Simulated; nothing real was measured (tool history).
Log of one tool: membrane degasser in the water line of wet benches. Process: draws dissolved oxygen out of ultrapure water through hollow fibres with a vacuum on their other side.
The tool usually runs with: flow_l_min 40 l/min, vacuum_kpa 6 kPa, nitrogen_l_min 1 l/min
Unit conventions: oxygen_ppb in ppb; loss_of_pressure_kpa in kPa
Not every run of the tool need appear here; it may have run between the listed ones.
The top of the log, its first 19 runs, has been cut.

{"run": 20, "hour": 3107.8, "flow_l_min": 26, "vacuum_kpa": 3.85, "nitrogen_l_min": 1, "oxygen_ppb": 61.8, "loss_of_pressure_kpa": 41.88}
{"run": 21, "hour": 3249.7, "flow_l_min": 26, "vacuum_kpa": 3.85, "nitrogen_l_min": 0.45, "oxygen_ppb": 119.1, "loss_of_pressure_kpa": 41.45}
{"hour": 3264.1, "done": "vacuum gauge calibrated"}
{"run": 22, "hour": 3432.1, "flow_l_min": 40, "vacuum_kpa": 7.6, "nitrogen_l_min": 1.97, "oxygen_ppb": 229.3, "loss_of_pressure_kpa": 64.08}
{"run": 23, "hour": 3569.9, "flow_l_min": 40, "vacuum_kpa": 7.6, "nitrogen_l_min": 1.97, "oxygen_ppb": 231.2, "loss_of_pressure_kpa": 64.27}
{"run": 24, "hour": 3774.1, "flow_l_min": 40, "vacuum_kpa": 9.69, "nitrogen_l_min": 0.98, "oxygen_ppb": 565, "loss_of_pressure_kpa": 64.39}
{"run": 25, "hour": 3873.6, "flow_l_min": 40, "vacuum_kpa": 9.69, "nitrogen_l_min": 0.98, "oxygen_ppb": 568.5, "loss_of_pressure_kpa": 64.49}
{"run": 26, "hour": 4047.4, "flow_l_min": 37, "vacuum_kpa": 6, "nitrogen_l_min": 1.03, "oxygen_ppb": 262.4, "loss_of_pressure_kpa": 59.74}
{"run": 27, "hour": 4255.2, "flow_l_min": 37, "vacuum_kpa": 6, "nitrogen_l_min": 1.03, "oxygen_ppb": 265.3, "loss_of_pressure_kpa": 60.17}

The next listed run, before its measurement:
{"hour": 4330.7, "done": "vacuum gauge calibrated, once more"}
{"run": 28, "hour": 4493.7, "flow_l_min": 37, "vacuum_kpa": 6, "nitrogen_l_min": 1.03, "oxygen_ppb": "?", "loss_of_pressure_kpa": "?"}

{"run 28": {"oxygen_ppb": 207.3, "loss_of_pressure_kpa": 60.17}}
If the tool had no hidden condition, the same run with the same run-to-run variation would have returned oxygen_ppb 203.1 ppb, loss_of_pressure_kpa 59.01 kPa.
